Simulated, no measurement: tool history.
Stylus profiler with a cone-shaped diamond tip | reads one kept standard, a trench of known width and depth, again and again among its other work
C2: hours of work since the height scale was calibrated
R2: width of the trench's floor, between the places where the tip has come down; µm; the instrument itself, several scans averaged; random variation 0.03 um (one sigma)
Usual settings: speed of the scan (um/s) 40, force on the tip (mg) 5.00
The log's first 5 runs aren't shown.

{"run": 6, "hour": 50.1, "speed of the scan (um/s)": 29, "force on the tip (mg)": 5.0, "scans with this tip": 558, "C2": 62, "depth of the trench (Å)": 1021.5, "R2": 48.62}
{"run": 7, "hour": 62.1, "speed of the scan (um/s)": 29, "force on the tip (mg)": 5.0, "scans with this tip": 620, "C2": 68, "depth of the trench (Å)": 1021.2, "R2": 48.71}
{"run": 8, "hour": 72.6, "speed of the scan (um/s)": 93, "force on the tip (mg)": 5.0, "scans with this tip": 673, "C2": 74, "depth of the trench (Å)": 1021.8, "R2": 48.45}
{"run": 9, "hour": 87.5, "speed of the scan (um/s)": 93, "force on the tip (mg)": 5.0, "scans with this tip": 749, "C2": 83, "depth of the trench (Å)": 1022.2, "R2": 48.45}
{"run": 10, "hour": 96.3, "speed of the scan (um/s)": 93, "force on the tip (mg)": 5.0, "scans with this tip": 795, "C2": 88, "depth of the trench (Å)": 1021.3, "R2": 48.5}
{"run": 11, "hour": 107.4, "speed of the scan (um/s)": 40, "force on the tip (mg)": 5.0, "scans with this tip": 851, "C2": 94, "depth of the trench (Å)": 1022.0, "R2": 48.64}
{"run": 12, "hour": 117.2, "speed of the scan (um/s)": 23, "force on the tip (mg)": 5.0, "scans with this tip": 901, "C2": 100, "depth of the trench (Å)": 1022.3, "R2": 48.67}
{"run": 13, "hour": 126.1, "speed of the scan (um/s)": 23, "force on the tip (mg)": 5.0, "scans with this tip": 947, "C2": 105, "depth of the trench (Å)": 1021.9, "R2": 48.65}
{"run": 14, "hour": 137.9, "speed of the scan (um/s)": 23, "force on the tip (mg)": 5.0, "scans with this tip": 1007, "C2": 111, "depth of the trench (Å)": 1021.7, "R2": 48.61}
{"run": 15, "hour": 148.2, "speed of the scan (um/s)": 52, "force on the tip (mg)": 5.0, "scans with this tip": 1060, "C2": 117, "depth of the trench (Å)": 1022.1, "R2": 48.57}
{"run": 16, "hour": 160.3, "speed of the scan (um/s)": 52, "force on the tip (mg)": 5.0, "scans with this tip": 1122, "C2": 124, "depth of the trench (Å)": 1021.2, "R2": 48.61}
{"run": 17, "hour": 169.7, "speed of the scan (um/s)": 40, "force on the tip (mg)": 5.0, "scans with this tip": 1170, "C2": 129, "depth of the trench (Å)": 1021.5, "R2": 48.61}
{"run": 18, "hour": 176.4, "speed of the scan (um/s)": 40, "force on the tip (mg)": 5.0, "scans with this tip": 1205, "C2": 133, "depth of the trench (Å)": 1021.0, "R2": 48.57}
{"run": 19, "hour": 188.5, "speed of the scan (um/s)": 40, "force on the tip (mg)": 5.0, "scans with this tip": 1266, "C2": 140, "depth of the trench (Å)": 1022.1, "R2": 48.59}
{"run": 20, "hour": 196.0, "speed of the scan (um/s)": 40, "force on the tip (mg)": 5.0, "scans with this tip": 1305, "C2": 144, "depth of the trench (Å)": 1021.9, "R2": 48.63}
{"run": 21, "hour": 209.6, "speed of the scan (um/s)": 40, "force on the tip (mg)": 5.0, "scans with this tip": 1375, "C2": 152, "depth of the trench (Å)": 1021.6, "R2": 48.63}
{"run": 22, "hour": 217.0, "speed of the scan (um/s)": 21, "force on the tip (mg)": 12.91, "scans with this tip": 1412, "C2": 156, "depth of the trench (Å)": 1039.8, "R2": 48.68}
{"run": 23, "hour": 229.1, "speed of the scan (um/s)": 22, "force on the tip (mg)": 6.8, "scans with this tip": 1474, "C2": 163, "depth of the trench (Å)": 1025.7, "R2": 48.61}
{"run": 24, "hour": 243.1, "speed of the scan (um/s)": 66, "force on the tip (mg)": 3.91, "scans with this tip": 1546, "C2": 171, "depth of the trench (Å)": 1018.3, "R2": 48.49}
{"run": 25, "hour": 255.4, "speed of the scan (um/s)": 25, "force on the tip (mg)": 3.53, "scans with this tip": 1609, "C2": 178, "depth of the trench (Å)": 1015.8, "R2": 48.59}
{"run": 26, "hour": 262.3, "speed of the scan (um/s)": 44, "force on the tip (mg)": 14.33, "scans with this tip": 1644, "C2": 182, "depth of the trench (Å)": 1042.7, "R2": 48.66}
{"run": 27, "hour": 270.8, "speed of the scan (um/s)": 86, "force on the tip (mg)": 3.53, "scans with this tip": 1688, "C2": 187, "depth of the trench (Å)": 1016.2, "R2": 48.37}

Run 28 comes next. What will it give?
{"run": 28, "hour": 282.6, "speed of the scan (um/s)": 86, "force on the tip (mg)": 3.53, "scans with this tip": 1748, "C2": 193, "depth of the trench (Å)": "?", "R2": "?"}

Run 28 gave depth of the trench (Å) 1015.8, R2 48.39 µm.
Without the tool's hidden state the same run would have given depth of the trench (Å) 1016.1, R2 48.44 µm.
